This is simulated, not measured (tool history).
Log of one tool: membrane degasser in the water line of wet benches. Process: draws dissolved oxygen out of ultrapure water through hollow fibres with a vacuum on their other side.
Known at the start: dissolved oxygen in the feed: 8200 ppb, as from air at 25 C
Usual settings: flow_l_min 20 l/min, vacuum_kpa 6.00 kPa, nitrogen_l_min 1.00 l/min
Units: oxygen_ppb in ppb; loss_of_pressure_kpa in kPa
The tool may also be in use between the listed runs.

Run 1, hour 0.0: usual settings. Result: oxygen_ppb 173.1 ppb, loss_of_pressure_kpa 65.23 kPa.
Run 2, hour 59.0: usual settings. Result: oxygen_ppb 174.5 ppb, loss_of_pressure_kpa 65.90 kPa.
Run 3, hour 95.7: usual settings but nitrogen_l_min 0.55 l/min. Result: oxygen_ppb 249.3 ppb, loss_of_pressure_kpa 65.53 kPa.
Run 4, hour 153.3: usual settings but nitrogen_l_min 0.55 l/min. Result: oxygen_ppb 252.7 ppb, loss_of_pressure_kpa 65.49 kPa.
Run 5, hour 185.8: usual settings but vacuum_kpa 3.96 kPa. Result: oxygen_ppb 85.0 ppb, loss_of_pressure_kpa 65.64 kPa.
Run 6, hour 239.5: usual settings. Result: oxygen_ppb 175.2 ppb, loss_of_pressure_kpa 65.50 kPa.
Run 7, hour 317.7: usual settings. Result: oxygen_ppb 174.9 ppb, loss_of_pressure_kpa 66.19 kPa.
Run 8, hour 381.2: usual settings. Result: oxygen_ppb 175.7 ppb, loss_of_pressure_kpa 65.77 kPa.
Run 9, hour 440.4: usual settings but nitrogen_l_min 0.78 l/min. Result: oxygen_ppb 205.7 ppb, loss_of_pressure_kpa 65.78 kPa.
Run 10, hour 480.5: usual settings but nitrogen_l_min 0.78 l/min. Result: oxygen_ppb 206.4 ppb, loss_of_pressure_kpa 65.47 kPa.
Run 11, hour 538.3: usual settings but nitrogen_l_min 2.38 l/min. Result: oxygen_ppb 107.5 ppb, loss_of_pressure_kpa 66.35 kPa.
Run 12, hour 613.8: usual settings but nitrogen_l_min 2.38 l/min. Result: oxygen_ppb 106.7 ppb, loss_of_pressure_kpa 65.92 kPa.
Run 13, hour 659.9: usual settings but flow_l_min 19 l/min, nitrogen_l_min 1.92 l/min. Result: oxygen_ppb 110.8 ppb, loss_of_pressure_kpa 62.55 kPa.
Run 14, hour 700.6: usual settings but flow_l_min 19 l/min, nitrogen_l_min 1.92 l/min. Result: oxygen_ppb 109.7 ppb, loss_of_pressure_kpa 62.52 kPa.

Run 15 comes next. What will it give?
Run 15, hour 763.9: usual settings but flow_l_min 19 l/min, nitrogen_l_min 1.92 l/min. Result: oxygen_ppb ?, loss_of_pressure_kpa ?.

{"run 15": {"oxygen_ppb": 110.3, "loss_of_pressure_kpa": 62.54}}
Without the tool's hidden state the same run would have given oxygen_ppb 106.5 ppb, loss_of_pressure_kpa 62.25 kPa.
